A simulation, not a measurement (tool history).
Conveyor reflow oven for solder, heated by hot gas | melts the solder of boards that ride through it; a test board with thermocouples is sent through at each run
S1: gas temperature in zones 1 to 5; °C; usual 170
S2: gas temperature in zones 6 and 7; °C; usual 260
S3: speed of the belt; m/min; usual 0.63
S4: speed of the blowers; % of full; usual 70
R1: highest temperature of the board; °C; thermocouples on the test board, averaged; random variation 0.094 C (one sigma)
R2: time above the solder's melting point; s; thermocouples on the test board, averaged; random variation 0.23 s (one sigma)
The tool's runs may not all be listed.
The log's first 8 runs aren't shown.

run   hour   S1   S2     S3  S4      R1    R2
  9  233.7  170  260   0.63  52  246.63  45.5
 10  254.8  170  260   0.63  52  246.69  45.6
 11  290.9  170  260   0.63  52  246.39  45.5
 12  320.7  170  260   0.63  52  246.71  45.8
       350  -- flux residue cleaned out of gas plates and filters
 13  362.3  170  260   0.63  52  246.62    46
 14  383.5  170  260   0.63  52  246.61  45.4
 15  421.1  170  260   0.63  70  250.91  50.2
     427.3  -- thermocouples of zones 6 and 7 changed
 16    451  170  260   0.63  54   247.1  46.2
 17  487.1  177  259   0.63  70  250.63  52.4
 18  510.6  177  259   0.63  70  250.57  52.1
 19  542.1  179  260  0.508  70  255.36    70
 20  581.4  161  260   0.63  83   252.2  49.2
 21  613.2  161  267  0.741  65  250.23  37.9
 22  632.2  161  267  0.526  55  257.55  61.4
 23  662.6  161  264  0.631  55  249.66  45.3
     704.1  -- flux residue cleaned out of gas plates and filters
 24  705.5  161  264  0.631  55  249.71  45.5
 25  731.8  161  264  0.548  59   254.7  57.6
 26    756  161  261  0.655  59   247.1    42
 27  789.6  170  259    0.6  78  252.03  54.3
 28  812.8  182  260  0.564  65   253.4  61.8
 29  838.8  182  260  0.564  65   253.4  62.3
 30  860.1  171  271   0.63  70  261.28  55.5

3 ways to go on from here, each from the tool as it stands after run 30. What would each give?
  A  882.1  170  249   0.63  70   ?   ?
  B  882.1  169  260  0.551  70   ?   ?
  C  882.1  157  255   0.63  70   ?   ?

run      R1    R2
  A  240.52  43.2
  B  253.24  60.6
  C  244.78  42.6
Without the tool's hidden state the same runs would have given:
run      R1    R2
  A  240.47  43.1
  B  253.19  60.4
  C  244.73  42.5

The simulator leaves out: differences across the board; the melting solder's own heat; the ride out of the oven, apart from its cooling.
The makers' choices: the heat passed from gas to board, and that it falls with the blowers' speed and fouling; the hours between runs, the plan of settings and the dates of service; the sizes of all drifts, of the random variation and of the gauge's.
